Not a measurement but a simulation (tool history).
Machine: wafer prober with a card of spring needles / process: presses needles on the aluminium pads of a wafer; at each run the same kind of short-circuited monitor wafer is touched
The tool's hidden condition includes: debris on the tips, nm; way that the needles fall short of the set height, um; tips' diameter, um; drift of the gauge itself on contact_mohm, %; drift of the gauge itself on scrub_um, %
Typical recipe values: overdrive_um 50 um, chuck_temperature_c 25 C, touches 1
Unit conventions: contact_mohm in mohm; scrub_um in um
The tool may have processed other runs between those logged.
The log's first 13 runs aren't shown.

run	day	overdrive_um	chuck_temperature_c	touches	touches since the tips were cleaned	cleanings since the card got new needles	touches since the first contact's height was set	contact_mohm	scrub_um
# day 5.696: tips cleaned on abrasive film
14	5.929	32	25	1	2766	70	15752	357	6.09
# day 6.029: tips cleaned on abrasive film
# day 6.392: tips cleaned on abrasive film
15	6.458	50	25	1	796	72	21935	262	9.47
# day 6.725: tips cleaned on abrasive film
# day 7.075: tips cleaned on abrasive film
16	7.075	50	25	1	0	74	29164	244	9.47
# day 7.408: tips cleaned on abrasive film
17	7.608	50	25	1	2365	75	35410	287	9.43
# day 7.742: tips cleaned on abrasive film
18	7.883	50	25	1	1672	76	38639	273	9.42
# day 8.062: tips cleaned on abrasive film
# day 8.433: tips cleaned on abrasive film
19	8.475	63	92	1	479	78	45526	262	11.96
# day 8.758: tips cleaned on abrasive film
20	8.758	63	92	1	0	79	48877	261	11.93
21	9.029	33	88	1	3195	79	52072	382	6.15
# day 9.125: tips cleaned on abrasive film
# day 9.458: tips cleaned on abrasive film
22	9.458	33	88	1	0	81	57036	270	6.17
# day 9.804: tips cleaned on abrasive film
23	10.083	65	51	2	3324	82	64421	266	12.27
# day 10.133: tips cleaned on abrasive film
24	10.433	65	51	2	3542	83	68494	264	12.28
# day 10.462: tips cleaned on abrasive film
25	10.696	63	51	1	2739	84	71564	273	11.79

What will run 26 give?
# day 10.817: tips cleaned on abrasive film
# day 11.15: tips cleaned on abrasive film
26	11.338	57	42	1	2217	86	79091	?	?

contact_mohm: 276 mohm
scrub_um: 10.69 um
Without the tool's hidden state the same run would have given contact_mohm 242 mohm, scrub_um 10.94 um.
